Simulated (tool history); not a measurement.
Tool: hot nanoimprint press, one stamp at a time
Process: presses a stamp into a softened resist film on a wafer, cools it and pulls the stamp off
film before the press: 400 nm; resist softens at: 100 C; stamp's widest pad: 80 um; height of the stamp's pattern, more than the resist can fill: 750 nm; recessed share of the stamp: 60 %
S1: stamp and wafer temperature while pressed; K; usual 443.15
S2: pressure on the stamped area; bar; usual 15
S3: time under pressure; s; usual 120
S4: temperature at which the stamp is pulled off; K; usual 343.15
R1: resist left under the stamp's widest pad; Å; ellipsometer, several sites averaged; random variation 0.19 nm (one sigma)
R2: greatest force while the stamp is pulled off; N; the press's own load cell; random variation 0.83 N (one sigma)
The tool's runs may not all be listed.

{"run": 1, "hour": 0.0, "S1": 443.15, "S2": 15, "S3": 120, "S4": 343.15, "R1": 1880, "R2": 126.3}
{"run": 2, "hour": 30.2, "S1": 443.15, "S2": 15, "S3": 120, "S4": 343.15, "R1": 1880, "R2": 126.4}
{"run": 3, "hour": 57.9, "S1": 443.15, "S2": 15, "S3": 120, "S4": 343.15, "R1": 1878, "R2": 127.5}
{"hour": 77.0, "done": "plate thermocouple calibrated"}
{"run": 4, "hour": 77.7, "S1": 443.15, "S2": 15, "S3": 120, "S4": 339.15, "R1": 1925, "R2": 135.7}
{"run": 5, "hour": 92.0, "S1": 443.15, "S2": 15, "S3": 120, "S4": 339.15, "R1": 1922, "R2": 135.4}
{"run": 6, "hour": 109.5, "S1": 443.15, "S2": 15, "S3": 120, "S4": 339.15, "R1": 1922, "R2": 137.6}
{"run": 7, "hour": 125.9, "S1": 443.15, "S2": 15, "S3": 120, "S4": 339.15, "R1": 1925, "R2": 138.2}
{"run": 8, "hour": 159.2, "S1": 443.15, "S2": 15, "S3": 120, "S4": 339.15, "R1": 1921, "R2": 140}
{"run": 9, "hour": 184.0, "S1": 443.15, "S2": 15, "S3": 198, "S4": 343.15, "R1": 1580, "R2": 133.8}
{"run": 10, "hour": 201.5, "S1": 443.15, "S2": 15, "S3": 198, "S4": 343.15, "R1": 1579, "R2": 132.6}
{"run": 11, "hour": 228.6, "S1": 443.15, "S2": 15, "S3": 198, "S4": 343.15, "R1": 1576, "R2": 135.6}
{"run": 12, "hour": 257.6, "S1": 443.15, "S2": 15, "S3": 153, "S4": 343.15, "R1": 1745, "R2": 135.9}
{"run": 13, "hour": 272.5, "S1": 443.15, "S2": 15, "S3": 120, "S4": 343.15, "R1": 1916, "R2": 138.2}
{"run": 14, "hour": 296.6, "S1": 443.15, "S2": 15, "S3": 120, "S4": 343.15, "R1": 1916, "R2": 138.6}
{"run": 15, "hour": 326.9, "S1": 443.15, "S2": 15, "S3": 120, "S4": 343.15, "R1": 1913, "R2": 139.1}
{"run": 16, "hour": 349.6, "S1": 443.15, "S2": 15, "S3": 120, "S4": 343.15, "R1": 1911, "R2": 140.4}
{"run": 17, "hour": 369.8, "S1": 436.15, "S2": 15, "S3": 233, "S4": 343.15, "R1": 1848, "R2": 141.1}
{"run": 18, "hour": 387.2, "S1": 452.15, "S2": 15.9, "S3": 84, "S4": 346.15, "R1": 1656, "R2": 136}
{"run": 19, "hour": 408.1, "S1": 452.15, "S2": 15.9, "S3": 84, "S4": 346.15, "R1": 1653, "R2": 136.9}
{"hour": 431.5, "done": "stamp cleaned and given a new release coat"}
{"run": 20, "hour": 449.1, "S1": 447.15, "S2": 18.4, "S3": 240, "S4": 350.15, "R1": 1154, "R2": 113.8}
{"run": 21, "hour": 483.1, "S1": 447.15, "S2": 18.4, "S3": 240, "S4": 350.15, "R1": 1152, "R2": 114.1}
{"run": 22, "hour": 517.6, "S1": 447.15, "S2": 18.4, "S3": 240, "S4": 350.15, "R1": 1152, "R2": 116.5}
{"run": 23, "hour": 546.5, "S1": 441.15, "S2": 12.9, "S3": 120, "S4": 343.15, "R1": 2139, "R2": 129.4}
{"run": 24, "hour": 573.3, "S1": 441.15, "S2": 12.9, "S3": 120, "S4": 343.15, "R1": 2134, "R2": 129.2}
{"run": 25, "hour": 603.1, "S1": 441.15, "S2": 12.9, "S3": 120, "S4": 343.15, "R1": 2137, "R2": 129.2}
{"run": 26, "hour": 631.1, "S1": 434.15, "S2": 15.1, "S3": 78, "S4": 343.15, "R1": 2763, "R2": 130.4}
{"run": 27, "hour": 650.4, "S1": 434.15, "S2": 10.2, "S3": 62, "S4": 343.15, "R1": 3183, "R2": 133.4}
{"run": 28, "hour": 684.6, "S1": 434.15, "S2": 11.6, "S3": 62, "S4": 343.15, "R1": 3103, "R2": 135.3}
{"run": 29, "hour": 704.5, "S1": 434.15, "S2": 11.6, "S3": 62, "S4": 343.15, "R1": 3102, "R2": 133.5}
{"run": 30, "hour": 731.5, "S1": 449.15, "S2": 10.6, "S3": 100, "S4": 334.15, "R1": 1973, "R2": 149.9}
{"run": 31, "hour": 764.5, "S1": 449.15, "S2": 10.6, "S3": 100, "S4": 334.15, "R1": 1974, "R2": 151.7}

3 ways to go on from here, each from the tool as it stands after run 31. What would each give?
{"run": "A", "hour": 782.0, "S1": 449.15, "S2": 10.6, "S3": 100, "S4": 344.15, "R1": "?", "R2": "?"}
{"run": "B", "hour": 782.0, "S1": 443.15, "S2": 12, "S3": 130, "S4": 342.15, "R1": "?", "R2": "?"}
{"run": "C", "hour": 782.0, "S1": 443.15, "S2": 11.2, "S3": 97, "S4": 332.15, "R1": "?", "R2": "?"}

run=A R1=1974 R2=135.6
run=B R1=2008 R2=138.7
run=C R1=2286 R2=156.7
Without the tool's hidden state the same runs would have given:
run=A R1=2002 R2=123.1
run=B R1=2039 R2=125.9
run=C R1=2318 R2=142
